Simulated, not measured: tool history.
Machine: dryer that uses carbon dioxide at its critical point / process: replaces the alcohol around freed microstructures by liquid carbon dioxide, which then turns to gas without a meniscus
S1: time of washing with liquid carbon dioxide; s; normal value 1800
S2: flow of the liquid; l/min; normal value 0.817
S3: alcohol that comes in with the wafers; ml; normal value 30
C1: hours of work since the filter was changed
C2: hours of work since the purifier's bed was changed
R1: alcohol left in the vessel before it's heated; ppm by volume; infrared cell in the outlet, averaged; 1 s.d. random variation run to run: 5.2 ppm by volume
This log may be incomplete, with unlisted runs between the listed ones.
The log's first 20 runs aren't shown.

{"run": 21, "hour": 759.6, "S1": 2160, "S2": 0.633, "S3": 101, "C1": 20, "C2": 529, "R1": 527}
{"run": 22, "hour": 782.5, "S1": 1560, "S2": 0.583, "S3": 46, "C1": 36, "C2": 544, "R1": 869}
{"run": 23, "hour": 836.8, "S1": 1560, "S2": 0.583, "S3": 46, "C1": 74, "C2": 582, "R1": 902}
{"hour": 849.8, "done": "purifier's bed changed"}
{"run": 24, "hour": 881.2, "S1": 1560, "S2": 0.583, "S3": 46, "C1": 103, "C2": 22, "R1": 896}
{"run": 25, "hour": 925.8, "S1": 1560, "S2": 0.583, "S3": 46, "C1": 133, "C2": 53, "R1": 921}
{"run": 26, "hour": 961.9, "S1": 1320, "S2": 1.041, "S3": 37, "C1": 158, "C2": 78, "R1": 238}
{"run": 27, "hour": 999.7, "S1": 1320, "S2": 1.041, "S3": 37, "C1": 184, "C2": 104, "R1": 244}
{"run": 28, "hour": 1037.8, "S1": 1620, "S2": 0.539, "S3": 30, "C1": 211, "C2": 130, "R1": 727}
{"run": 29, "hour": 1083.8, "S1": 1620, "S2": 0.539, "S3": 34, "C1": 243, "C2": 162, "R1": 853}
{"hour": 1131.6, "done": "inlet filter changed"}
{"run": 30, "hour": 1131.6, "S1": 1620, "S2": 0.539, "S3": 34, "C1": 0, "C2": 194, "R1": 661}
{"run": 31, "hour": 1161.3, "S1": 1200, "S2": 0.539, "S3": 34, "C1": 21, "C2": 215, "R1": 1342}

Forecast each of these 3 alternatives for the next run:
{"run": "A", "hour": 1209.4, "S1": 1440, "S2": 0.817, "S3": 62, "C1": 54, "C2": 248, "R1": "?"}
{"run": "B", "hour": 1209.4, "S1": 1380, "S2": 0.539, "S3": 24, "C1": 54, "C2": 248, "R1": "?"}
{"run": "C", "hour": 1209.4, "S1": 1140, "S2": 1.338, "S3": 62, "C1": 54, "C2": 248, "R1": "?"}

run=A R1=540
run=B R1=747
run=C R1=237
With no hidden state in the tool, these same runs would have given:
run=A R1=481
run=B R1=690
run=C R1=194
